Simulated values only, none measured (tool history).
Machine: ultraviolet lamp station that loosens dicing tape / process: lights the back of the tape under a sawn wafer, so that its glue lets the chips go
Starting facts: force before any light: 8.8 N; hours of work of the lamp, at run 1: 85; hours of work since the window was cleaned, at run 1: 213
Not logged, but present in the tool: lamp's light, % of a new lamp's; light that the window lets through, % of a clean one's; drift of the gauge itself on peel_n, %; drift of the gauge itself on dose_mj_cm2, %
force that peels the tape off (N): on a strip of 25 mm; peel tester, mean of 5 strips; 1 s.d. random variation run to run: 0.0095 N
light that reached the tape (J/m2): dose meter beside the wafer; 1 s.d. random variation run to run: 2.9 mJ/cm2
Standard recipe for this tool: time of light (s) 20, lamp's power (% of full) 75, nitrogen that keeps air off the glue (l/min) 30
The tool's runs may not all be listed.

run,hour,time of light (s),lamp's power (% of full),nitrogen that keeps air off the glue (l/min),hours of work of the lamp,hours of work since the window was cleaned,force that peels the tape off (N),light that reached the tape (J/m2)
1,0,20,75,30,85,213,0.416,4260
2,8.4,20,75,30,90,218,0.407,4290
3,18.1,20,75,30,97,224,0.412,4280
4,27.4,20,75,37,102,230,0.361,4230
5,37.1,20,78,30,109,237,0.363,4390
6,44.9,20,75,30,114,241,0.398,4250
7,52.4,20,75,30,118,246,0.403,4150
8,59.7,20,75,30,123,251,0.406,4220
9,67.2,20,75,30,128,256,0.404,4210
10,78.6,20,75,30,135,263,0.416,4240
11,85.7,11,75,30,139,267,1.379,2330
12,96.9,11,75,30,147,275,1.421,2340
13,108.9,20,75,12,154,282,0.748,4280
14,119.8,20,75,9,161,289,0.897,4210
15,129.1,20,75,30,167,295,0.407,4180
16,140.6,20,75,30,174,302,0.398,4190
17,149.4,20,75,51,180,308,0.308,4230
18,156.3,20,75,51,184,312,0.302,4220
19,162.8,20,75,51,188,316,0.307,4260
20,168.1,20,75,51,192,320,0.321,4280
21,177.3,20,75,30,198,326,0.388,4240
22,187.1,20,75,30,204,332,0.408,4260
23,193.3,20,75,21,208,336,0.515,4240
24,204.7,12,73,22,215,343,1.482,2520
25,217,20,68,30,223,351,0.504,3850
26,228.9,20,70,49,230,358,0.375,3940
27,237.6,20,70,49,236,364,0.366,3980
28,245.5,16,78,42,241,369,0.505,3490
29,252.2,11,78,21,245,373,1.531,2420
30,262.7,20,70,21,252,380,0.577,3960
31,270.7,20,91,48,257,385,0.217,5120
32,276.9,22,84,31,261,389,0.256,5200
33,283.2,22,84,58,265,393,0.199,5190
34,290.1,38,75,42,269,397,0.151,8040
35,295.8,38,75,42,273,401,0.147,8030
36,308,19,72,10,281,409,1.008,3940
# hour 312.1: window cleaned of glue's vapour
37,314,10,62,56,284,1,1.757,1740
38,323.4,20,69,30,290,7,0.479,3880
39,329,20,69,30,294,11,0.504,3870
40,339,20,69,30,300,17,0.487,3920
41,348.7,27,74,30,306,23,0.227,5650
42,355.2,17,75,30,310,27,0.576,3560
43,365,17,75,30,317,34,0.561,3610
44,374.5,17,75,30,323,40,0.579,3560

3 ways to go on from here, each from the tool as it stands after run 44. What would each give?
A,382.3,21,75,10,328,45,?,?
B,382.3,20,76,30,328,45,?,?
C,382.3,15,75,30,328,45,?,?

run,force that peels the tape off (N),light that reached the tape (J/m2)
A,0.774,4420
B,0.41,4310
C,0.757,3130
Stripped of hidden state, with their random variation kept, the same runs would have yielded:
run,force that peels the tape off (N),light that reached the tape (J/m2)
A,0.771,4430
B,0.408,4320
C,0.754,3130
